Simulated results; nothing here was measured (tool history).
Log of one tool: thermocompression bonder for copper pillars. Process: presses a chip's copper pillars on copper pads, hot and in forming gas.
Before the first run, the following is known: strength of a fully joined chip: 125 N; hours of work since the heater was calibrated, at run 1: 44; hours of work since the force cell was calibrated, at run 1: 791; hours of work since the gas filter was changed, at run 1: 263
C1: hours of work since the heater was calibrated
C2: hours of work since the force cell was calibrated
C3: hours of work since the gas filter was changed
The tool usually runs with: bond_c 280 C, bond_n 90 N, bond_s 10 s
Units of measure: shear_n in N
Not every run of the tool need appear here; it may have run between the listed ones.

run 1 hour=0.0 | bond_c=280 bond_n=90 bond_s=10 | C1=44 C2=791 C3=263 | shear_n=78.3
run 2 hour=21.1 | bond_c=280 bond_n=90 bond_s=10 | C1=60 C2=807 C3=279 | shear_n=76.2
run 3 hour=48.7 | bond_c=280 bond_n=90 bond_s=10 | C1=81 C2=829 C3=301 | shear_n=78.4
run 4 hour=65.5 | bond_c=280 bond_n=90 bond_s=10 | C1=94 C2=842 C3=314 | shear_n=75.6
run 5 hour=93.6 | bond_c=280 bond_n=90 bond_s=10 | C1=116 C2=863 C3=335 | shear_n=75.6
run 6 hour=120.1 | bond_c=280 bond_n=90 bond_s=10 | C1=137 C2=884 C3=356 | shear_n=76.2
-- hour=124.3 force cell calibrated
run 7 hour=139.5 | bond_c=280 bond_n=90 bond_s=10 | C1=150 C2=12 C3=370 | shear_n=75.8
run 8 hour=162.9 | bond_c=276 bond_n=56 bond_s=19 | C1=169 C2=30 C3=388 | shear_n=64.4
-- hour=171.9 force cell calibrated, once more
run 9 hour=177.0 | bond_c=280 bond_n=59 bond_s=10 | C1=178 C2=4 C3=397 | shear_n=59.2
run 10 hour=201.6 | bond_c=280 bond_n=58 bond_s=10 | C1=197 C2=23 C3=416 | shear_n=57.2
run 11 hour=224.2 | bond_c=306 bond_n=94 bond_s=15 | C1=215 C2=40 C3=434 | shear_n=103.8
-- hour=233.4 forming gas filter changed
run 12 hour=237.3 | bond_c=306 bond_n=94 bond_s=15 | C1=225 C2=50 C3=3 | shear_n=114.6

Branching from run 12: 4 alternative next runs. What would each branch give?
run A hour=250.0 | bond_c=280 bond_n=90 bond_s=24 | C1=234 C2=60 C3=13 | shear_n=?
run B hour=250.0 | bond_c=306 bond_n=94 bond_s=5 | C1=234 C2=60 C3=13 | shear_n=?
run C hour=250.0 | bond_c=291 bond_n=125 bond_s=21 | C1=234 C2=60 C3=13 | shear_n=?
run D hour=250.0 | bond_c=306 bond_n=108 bond_s=15 | C1=234 C2=60 C3=13 | shear_n=?

run=A shear_n=102.4
run=B shear_n=93.2
run=C shear_n=119.7
run=D shear_n=118.0
The same runs, with their run-to-run variation unchanged, on a tool lacking any hidden condition would have given:
run=A shear_n=100.7
run=B shear_n=91.3
run=C shear_n=119.0
run=D shear_n=117.3
